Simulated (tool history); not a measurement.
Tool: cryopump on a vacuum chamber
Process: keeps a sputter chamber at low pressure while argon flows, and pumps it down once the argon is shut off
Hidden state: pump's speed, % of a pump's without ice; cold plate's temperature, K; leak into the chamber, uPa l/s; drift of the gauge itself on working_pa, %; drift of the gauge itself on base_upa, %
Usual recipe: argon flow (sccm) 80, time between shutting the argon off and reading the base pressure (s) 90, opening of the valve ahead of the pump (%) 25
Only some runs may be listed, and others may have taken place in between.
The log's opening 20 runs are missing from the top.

run	day	argon flow (sccm)	time between shutting the argon off and reading the base pressure (s)	opening of the valve ahead of the pump (%)	hours of work since the pump was warmed up and emptied	hours of work since the cold head was overhauled	hours of work since the chamber's fittings were tightened	pressure while argon flows (Pa)	pressure after the wait (uPa)
21	68.567	62	35	25	700	2971	615	0.2378	1.46
22	72.012	80	29	35	758	3028	673	0.2269	1.75
23	74.204	62	56	26	795	3065	709	0.2337	1.23
24	77.55	62	56	26	851	3121	765	0.233	1.32
25	80.858	40	61	24	906	3176	821	0.1639	1.34
26	83.521	40	61	24	950	3221	865	0.1641	1.38
27	87.308	105	187	36	1014	3284	928	0.3054	1.1
28	91.367	150	187	34	1082	3352	996	0.4642	1.19
# day 93.733: pump warmed up, emptied and cooled again
29	95.425	150	187	34	28	3416	1061	0.3997	0.93
30	99.958	80	90	19	104	3492	1137	0.3815	1.14
31	103.908	80	90	19	170	3558	1203	0.3842	1.17
32	107.662	80	90	19	233	3621	1265	0.3857	1.25
33	110.321	80	90	19	277	3665	1310	0.3842	1.32
34	113.096	54	98	25	324	3712	1356	0.2008	1.27

3 options for the next run, each taken on its own from the tool as it stands now. Forecast them:
A	116.629	40	24	15	383	3771	1415	?	?
B	116.629	53	97	20	383	3771	1415	?	?
C	116.629	80	125	57	383	3771	1415	?	?

run	pressure while argon flows (Pa)	pressure after the wait (uPa)
A	0.2463	2.35
B	0.2445	1.38
C	0.1364	1.27
With no hidden state in the tool, these same runs would have given:
run	pressure while argon flows (Pa)	pressure after the wait (uPa)
A	0.2408	1.5
B	0.2373	0.52
C	0.1255	0.41
